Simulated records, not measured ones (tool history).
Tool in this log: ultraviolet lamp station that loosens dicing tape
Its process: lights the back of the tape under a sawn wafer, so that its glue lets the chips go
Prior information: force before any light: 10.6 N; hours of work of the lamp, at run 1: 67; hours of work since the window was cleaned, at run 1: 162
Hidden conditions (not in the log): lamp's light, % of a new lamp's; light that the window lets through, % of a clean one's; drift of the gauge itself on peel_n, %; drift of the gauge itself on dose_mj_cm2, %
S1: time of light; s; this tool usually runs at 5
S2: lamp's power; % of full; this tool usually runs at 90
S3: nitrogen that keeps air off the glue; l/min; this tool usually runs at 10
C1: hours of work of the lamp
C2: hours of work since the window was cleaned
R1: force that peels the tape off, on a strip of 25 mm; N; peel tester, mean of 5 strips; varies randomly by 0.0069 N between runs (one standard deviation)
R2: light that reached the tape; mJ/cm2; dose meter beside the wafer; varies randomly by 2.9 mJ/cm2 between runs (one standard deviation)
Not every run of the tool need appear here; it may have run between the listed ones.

run,hour,S1,S2,S3,C1,C2,R1,R2
1,0,5,90,10,67,162,0.247,411
2,44.2,5,90,3,96,191,0.567,405
3,92.5,5,90,3,127,223,0.606,410
4,128.7,5,90,3,151,246,0.608,404
5,176.5,6,90,10,182,278,0.221,476
6,216.4,5,90,8,208,304,0.285,397
7,255,5,90,8,233,329,0.3,393
8,296.4,5,90,20,260,356,0.222,391
9,332.9,5,90,20,284,380,0.229,385
10,381,5,90,20,315,411,0.216,384
# hour 385.9: window cleaned of glue's vapour
11,421.6,5,90,18,342,23,0.229,401
12,469.3,5,66,10,373,54,0.427,294
13,521.3,5,90,10,407,88,0.26,394
14,546.6,5,90,4,423,105,0.499,394
15,584.6,5,90,4,448,130,0.499,392
16,614,5,90,4,467,149,0.506,391
17,647.8,5,90,4,489,171,0.503,384
18,691.6,5,61,4,518,199,1.195,258
19,734.1,5,61,4,545,227,1.247,258
20,779.1,5,90,18,575,256,0.226,382
21,814,4,90,10,598,279,0.42,298
22,851.1,10,90,10,622,303,0.201,739
23,893.4,10,90,10,649,331,0.202,742
24,925.2,5,67,10,670,352,0.495,274
25,955.3,8,72,10,690,371,0.224,471
26,981.4,8,72,10,707,388,0.223,464

4 ways to go on from here, each from the tool as it stands after run 26. What would each give?
A,1014.3,5,72,20,728,410,?,?
B,1014.3,4,72,6,728,410,?,?
C,1014.3,4,90,10,728,410,?,?
D,1014.3,3,70,10,728,410,?,?

run,R1,R2
A,0.3,288
B,1.116,234
C,0.445,286
D,1.368,169
What these runs would have given with no unlogged condition in the tool:
run,R1,R2
A,0.243,338
B,0.795,274
C,0.326,338
D,0.995,198
